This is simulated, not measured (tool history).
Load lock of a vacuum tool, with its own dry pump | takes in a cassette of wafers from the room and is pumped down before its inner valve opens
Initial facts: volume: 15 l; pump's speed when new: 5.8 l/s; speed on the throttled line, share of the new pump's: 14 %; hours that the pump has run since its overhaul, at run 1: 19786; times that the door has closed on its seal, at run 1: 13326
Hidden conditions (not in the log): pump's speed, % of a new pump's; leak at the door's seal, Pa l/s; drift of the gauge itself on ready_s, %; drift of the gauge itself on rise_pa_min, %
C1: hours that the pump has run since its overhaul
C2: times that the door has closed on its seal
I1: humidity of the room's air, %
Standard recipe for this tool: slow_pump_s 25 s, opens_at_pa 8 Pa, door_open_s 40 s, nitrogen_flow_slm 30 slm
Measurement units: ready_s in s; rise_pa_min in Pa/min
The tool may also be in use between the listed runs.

run 1 hour=0.0 | slow_pump_s=25 opens_at_pa=8 door_open_s=40 nitrogen_flow_slm=30 | C1=19786 C2=13326 | I1=45.5 | ready_s=51.9 rise_pa_min=0.092
run 2 hour=221.4 | slow_pump_s=25 opens_at_pa=8 door_open_s=40 nitrogen_flow_slm=5 | C1=20008 C2=13578 | I1=44.2 | ready_s=53.1 rise_pa_min=0.129
run 3 hour=550.9 | slow_pump_s=25 opens_at_pa=8 door_open_s=40 nitrogen_flow_slm=5 | C1=20337 C2=13952 | I1=47.1 | ready_s=53.4 rise_pa_min=0.139
run 4 hour=879.0 | slow_pump_s=25 opens_at_pa=8 door_open_s=40 nitrogen_flow_slm=5 | C1=20665 C2=14325 | I1=45.3 | ready_s=53.0 rise_pa_min=0.128
run 5 hour=1289.8 | slow_pump_s=25 opens_at_pa=8 door_open_s=40 nitrogen_flow_slm=5 | C1=21076 C2=14792 | I1=47.8 | ready_s=53.2 rise_pa_min=0.137
-- hour=1761.1 dry pump taken out, an overhauled one fitted
run 6 hour=1780.1 | slow_pump_s=25 opens_at_pa=8 door_open_s=40 nitrogen_flow_slm=5 | C1=19 C2=15342 | I1=43.5 | ready_s=46.2 rise_pa_min=0.137
run 7 hour=2192.6 | slow_pump_s=25 opens_at_pa=8 door_open_s=40 nitrogen_flow_slm=30 | C1=432 C2=15811 | I1=44.6 | ready_s=46.2 rise_pa_min=0.111
run 8 hour=2618.0 | slow_pump_s=25 opens_at_pa=8 door_open_s=40 nitrogen_flow_slm=30 | C1=857 C2=16294 | I1=47.5 | ready_s=46.3 rise_pa_min=0.110
run 9 hour=2883.7 | slow_pump_s=25 opens_at_pa=8 door_open_s=40 nitrogen_flow_slm=30 | C1=1123 C2=16596 | I1=43.9 | ready_s=45.3 rise_pa_min=0.112
run 10 hour=3136.8 | slow_pump_s=25 opens_at_pa=8 door_open_s=40 nitrogen_flow_slm=30 | C1=1376 C2=16884 | I1=46.9 | ready_s=46.0 rise_pa_min=0.119
run 11 hour=3527.3 | slow_pump_s=18 opens_at_pa=15 door_open_s=40 nitrogen_flow_slm=31 | C1=1766 C2=17328 | I1=45.8 | ready_s=39.0 rise_pa_min=0.116
run 12 hour=3924.6 | slow_pump_s=12 opens_at_pa=15 door_open_s=94 nitrogen_flow_slm=31 | C1=2164 C2=17779 | I1=49.4 | ready_s=33.9 rise_pa_min=0.162
run 13 hour=4404.2 | slow_pump_s=12 opens_at_pa=15 door_open_s=94 nitrogen_flow_slm=31 | C1=2643 C2=18324 | I1=46.5 | ready_s=34.1 rise_pa_min=0.153
run 14 hour=4741.9 | slow_pump_s=33 opens_at_pa=14 door_open_s=28 nitrogen_flow_slm=24 | C1=2981 C2=18708 | I1=47.2 | ready_s=51.4 rise_pa_min=0.123
run 15 hour=5024.6 | slow_pump_s=33 opens_at_pa=8 door_open_s=40 nitrogen_flow_slm=30 | C1=3264 C2=19029 | I1=44.2 | ready_s=53.6 rise_pa_min=0.121
run 16 hour=5341.6 | slow_pump_s=33 opens_at_pa=8 door_open_s=40 nitrogen_flow_slm=30 | C1=3581 C2=19389 | I1=41.4 | ready_s=52.4 rise_pa_min=0.131
run 17 hour=5631.6 | slow_pump_s=25 opens_at_pa=8 door_open_s=40 nitrogen_flow_slm=21 | C1=3870 C2=19719 | I1=45.7 | ready_s=47.2 rise_pa_min=0.147
run 18 hour=5901.8 | slow_pump_s=25 opens_at_pa=8 door_open_s=52 nitrogen_flow_slm=30 | C1=4141 C2=20026 | I1=45.2 | ready_s=46.7 rise_pa_min=0.140
run 19 hour=6178.5 | slow_pump_s=25 opens_at_pa=8 door_open_s=148 nitrogen_flow_slm=8 | C1=4417 C2=20340 | I1=47.0 | ready_s=47.1 rise_pa_min=0.251

Take each entry between the runs: how does the hidden state at the last listed run before it differ from the hidden state at the first listed run after it?
Runs 5 to 6: dry pump taken out, an overhauled one fitted (hour 1761.1)
  pump's speed, % of a new pump's: 74.6 -> 101.7; leak at the door's seal, Pa l/s: 0.0159 -> 0.0166
  measured minus no-state result, ready_s: +7.3 -> -0.4 s; rise_pa_min: +0.055 -> +0.058 Pa/min

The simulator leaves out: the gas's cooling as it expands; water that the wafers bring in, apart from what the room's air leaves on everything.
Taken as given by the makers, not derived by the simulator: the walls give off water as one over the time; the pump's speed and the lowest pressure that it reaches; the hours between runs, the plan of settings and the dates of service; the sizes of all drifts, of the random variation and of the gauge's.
